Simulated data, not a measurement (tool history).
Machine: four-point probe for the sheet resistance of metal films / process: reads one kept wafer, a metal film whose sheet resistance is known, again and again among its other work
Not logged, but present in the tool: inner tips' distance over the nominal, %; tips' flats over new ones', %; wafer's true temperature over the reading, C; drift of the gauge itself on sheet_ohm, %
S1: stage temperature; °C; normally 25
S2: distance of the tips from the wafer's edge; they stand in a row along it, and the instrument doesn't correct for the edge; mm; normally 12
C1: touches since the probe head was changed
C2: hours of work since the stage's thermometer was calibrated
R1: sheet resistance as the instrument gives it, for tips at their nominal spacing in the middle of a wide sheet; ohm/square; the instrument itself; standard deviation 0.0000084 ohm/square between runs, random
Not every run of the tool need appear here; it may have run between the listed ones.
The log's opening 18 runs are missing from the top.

run 19 hour=380.6 | S1=30 S2=4 | C1=73434 C2=42 | R1=0.043285
run 20 hour=399 | S1=34 S2=4 | C1=73867 C2=50 | R1=0.043026
-- hour=413.1 stage's thermometer calibrated, once more
run 21 hour=418.1 | S1=34 S2=4 | C1=74306 C2=2 | R1=0.043035
run 22 hour=433.5 | S1=23 S2=18 | C1=74668 C2=8 | R1=0.042466
run 23 hour=449.7 | S1=23 S2=18 | C1=75048 C2=15 | R1=0.042455
run 24 hour=473.7 | S1=19 S2=22 | C1=75613 C2=25 | R1=0.04273
run 25 hour=490.2 | S1=27 S2=12 | C1=76002 C2=32 | R1=0.042297
-- hour=504.1 new probe head fitted
run 26 hour=518.9 | S1=32 S2=3 | C1=348 C2=43 | R1=0.043963
run 27 hour=536.9 | S1=25 S2=6 | C1=771 C2=51 | R1=0.04268
run 28 hour=559 | S1=25 S2=6 | C1=1290 C2=60 | R1=0.04268
run 29 hour=586.2 | S1=25 S2=6 | C1=1931 C2=71 | R1=0.042673
run 30 hour=599.9 | S1=21 S2=24 | C1=2253 C2=77 | R1=0.042383
run 31 hour=612.1 | S1=26 S2=12 | C1=2540 C2=82 | R1=0.042145
run 32 hour=627 | S1=26 S2=12 | C1=2890 C2=88 | R1=0.042162

Each row is a separate what-if for the run after 32, all from the same tool condition, not one after another. Results?
run A hour=649.8 | S1=27 S2=5 | C1=3427 C2=97 | R1=?
run B hour=649.8 | S1=22 S2=9 | C1=3427 C2=97 | R1=?
run C hour=649.8 | S1=20 S2=12 | C1=3427 C2=97 | R1=?

run=A R1=0.042815
run=B R1=0.04256
run=C R1=0.042586
Without the tool's unlogged condition, the same runs would have read:
run=A R1=0.042706
run=B R1=0.042451
run=C R1=0.042477

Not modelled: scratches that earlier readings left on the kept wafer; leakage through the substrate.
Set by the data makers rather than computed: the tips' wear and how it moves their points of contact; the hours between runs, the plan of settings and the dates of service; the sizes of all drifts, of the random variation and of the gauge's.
